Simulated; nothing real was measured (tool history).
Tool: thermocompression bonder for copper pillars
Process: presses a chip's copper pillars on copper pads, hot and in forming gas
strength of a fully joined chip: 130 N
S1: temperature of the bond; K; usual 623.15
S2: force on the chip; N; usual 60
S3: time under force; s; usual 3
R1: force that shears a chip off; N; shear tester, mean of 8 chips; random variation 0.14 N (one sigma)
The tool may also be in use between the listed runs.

run  hour      S1  S2  S3    R1
  1   0.0  623.15  60   3  46.7
  2   5.9  623.15  60   3  46.9
  3  16.9  623.15  60   3  46.6
  4  26.3  623.15  60   3  46.8
  5  35.7  623.15  60   3  46.4
  6  44.5  639.15  60   3  54.8
  7  50.6  639.15  60   3  54.7

The next listed run, before its measurement:
     52.6  -- force cell calibrated
  8  56.9  623.15  65   3   ?

Run 8 gave R1 49.3 N.
Without the tool's hidden state the same run would have given R1 51.8 N.

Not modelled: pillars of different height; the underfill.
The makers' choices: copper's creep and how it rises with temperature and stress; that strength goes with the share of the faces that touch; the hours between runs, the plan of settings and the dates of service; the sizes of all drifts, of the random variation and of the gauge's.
